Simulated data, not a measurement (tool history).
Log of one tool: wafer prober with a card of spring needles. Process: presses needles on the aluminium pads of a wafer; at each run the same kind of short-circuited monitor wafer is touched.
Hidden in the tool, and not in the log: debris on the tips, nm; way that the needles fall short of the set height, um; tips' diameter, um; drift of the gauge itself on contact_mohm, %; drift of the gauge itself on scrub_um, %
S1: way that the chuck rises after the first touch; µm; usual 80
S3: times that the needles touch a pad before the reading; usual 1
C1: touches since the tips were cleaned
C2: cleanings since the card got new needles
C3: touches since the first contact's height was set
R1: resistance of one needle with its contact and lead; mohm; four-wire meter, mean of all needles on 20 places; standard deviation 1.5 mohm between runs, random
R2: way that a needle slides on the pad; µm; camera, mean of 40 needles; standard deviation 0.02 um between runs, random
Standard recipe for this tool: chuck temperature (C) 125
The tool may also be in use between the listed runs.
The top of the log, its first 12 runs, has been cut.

{"run": 13, "hour": 94.4, "S1": 80, "chuck temperature (C)": 125, "S3": 1, "C1": 3043, "C2": 11, "C3": 94664, "R1": 168, "R2": 13.43}
{"run": 14, "hour": 99.1, "S1": 80, "chuck temperature (C)": 42, "S3": 1, "C1": 4093, "C2": 11, "C3": 95714, "R1": 164, "R2": 13.38}
{"run": 15, "hour": 103.8, "S1": 80, "chuck temperature (C)": 42, "S3": 1, "C1": 5112, "C2": 11, "C3": 96733, "R1": 168, "R2": 13.38}
{"run": 16, "hour": 113.4, "S1": 80, "chuck temperature (C)": 125, "S3": 2, "C1": 7221, "C2": 11, "C3": 98842, "R1": 165, "R2": 13.39}
{"hour": 116.0, "done": "tips cleaned on abrasive film"}
{"run": 17, "hour": 124.5, "S1": 80, "chuck temperature (C)": 125, "S3": 2, "C1": 1854, "C2": 12, "C3": 101263, "R1": 154, "R2": 13.37}
{"run": 18, "hour": 130.8, "S1": 80, "chuck temperature (C)": 125, "S3": 2, "C1": 3242, "C2": 12, "C3": 102651, "R1": 159, "R2": 13.4}
{"run": 19, "hour": 137.1, "S1": 100, "chuck temperature (C)": 125, "S3": 2, "C1": 4626, "C2": 12, "C3": 104035, "R1": 153, "R2": 16.82}
{"run": 20, "hour": 144.2, "S1": 63, "chuck temperature (C)": 67, "S3": 2, "C1": 6194, "C2": 12, "C3": 105603, "R1": 176, "R2": 10.52}
{"hour": 151.6, "done": "tips cleaned on abrasive film"}
{"run": 21, "hour": 154.9, "S1": 63, "chuck temperature (C)": 67, "S3": 2, "C1": 728, "C2": 13, "C3": 107939, "R1": 146, "R2": 10.48}
{"run": 22, "hour": 163.5, "S1": 63, "chuck temperature (C)": 67, "S3": 2, "C1": 2620, "C2": 13, "C3": 109831, "R1": 162, "R2": 10.5}
{"run": 23, "hour": 170.7, "S1": 63, "chuck temperature (C)": 67, "S3": 2, "C1": 4194, "C2": 13, "C3": 111405, "R1": 171, "R2": 10.49}
{"run": 24, "hour": 181.9, "S1": 63, "chuck temperature (C)": 67, "S3": 2, "C1": 6654, "C2": 13, "C3": 113865, "R1": 176, "R2": 10.54}
{"hour": 187.2, "done": "tips cleaned on abrasive film"}
{"run": 25, "hour": 192.7, "S1": 63, "chuck temperature (C)": 67, "S3": 2, "C1": 1199, "C2": 14, "C3": 116219, "R1": 152, "R2": 10.52}
{"run": 26, "hour": 204.0, "S1": 63, "chuck temperature (C)": 67, "S3": 2, "C1": 3695, "C2": 14, "C3": 118715, "R1": 168, "R2": 10.48}
{"run": 27, "hour": 209.9, "S1": 80, "chuck temperature (C)": 84, "S3": 2, "C1": 5004, "C2": 14, "C3": 120024, "R1": 157, "R2": 13.35}
{"run": 28, "hour": 214.6, "S1": 80, "chuck temperature (C)": 84, "S3": 2, "C1": 6039, "C2": 14, "C3": 121059, "R1": 162, "R2": 13.35}
{"hour": 222.4, "done": "tips cleaned on abrasive film"}
{"run": 29, "hour": 225.7, "S1": 77, "chuck temperature (C)": 68, "S3": 1, "C1": 724, "C2": 15, "C3": 123474, "R1": 145, "R2": 12.84}
{"run": 30, "hour": 236.9, "S1": 80, "chuck temperature (C)": 125, "S3": 2, "C1": 3177, "C2": 15, "C3": 125927, "R1": 159, "R2": 13.39}
{"run": 31, "hour": 242.9, "S1": 80, "chuck temperature (C)": 125, "S3": 2, "C1": 4509, "C2": 15, "C3": 127259, "R1": 162, "R2": 13.31}
{"run": 32, "hour": 251.4, "S1": 80, "chuck temperature (C)": 125, "S3": 2, "C1": 6373, "C2": 15, "C3": 129123, "R1": 161, "R2": 13.34}
{"run": 33, "hour": 256.6, "S1": 80, "chuck temperature (C)": 125, "S3": 1, "C1": 7505, "C2": 15, "C3": 130255, "R1": 183, "R2": 13.36}
{"hour": 258.4, "done": "tips cleaned on abrasive film"}
{"run": 34, "hour": 268.0, "S1": 80, "chuck temperature (C)": 69, "S3": 2, "C1": 2114, "C2": 16, "C3": 132753, "R1": 149, "R2": 13.3}

Below are 4 alternative next runs, each starting from the tool's condition after run 34. Predict each:
{"run": "A", "hour": 274.5, "S1": 91, "chuck temperature (C)": 69, "S3": 1, "C1": 3536, "C2": 16, "C3": 134175, "R1": "?", "R2": "?"}
{"run": "B", "hour": 274.5, "S1": 80, "chuck temperature (C)": 69, "S3": 1, "C1": 3536, "C2": 16, "C3": 134175, "R1": "?", "R2": "?"}
{"run": "C", "hour": 274.5, "S1": 80, "chuck temperature (C)": 86, "S3": 1, "C1": 3536, "C2": 16, "C3": 134175, "R1": "?", "R2": "?"}
{"run": "D", "hour": 274.5, "S1": 74, "chuck temperature (C)": 46, "S3": 3, "C1": 3536, "C2": 16, "C3": 134175, "R1": "?", "R2": "?"}

run=A R1=160 R2=15.17
run=B R1=168 R2=13.35
run=C R1=167 R2=13.38
run=D R1=143 R2=12.36
What these runs would have given with no unlogged condition in the tool:
run=A R1=130 R2=15.34
run=B R1=131 R2=13.52
run=C R1=131 R2=13.55
run=D R1=127 R2=12.53

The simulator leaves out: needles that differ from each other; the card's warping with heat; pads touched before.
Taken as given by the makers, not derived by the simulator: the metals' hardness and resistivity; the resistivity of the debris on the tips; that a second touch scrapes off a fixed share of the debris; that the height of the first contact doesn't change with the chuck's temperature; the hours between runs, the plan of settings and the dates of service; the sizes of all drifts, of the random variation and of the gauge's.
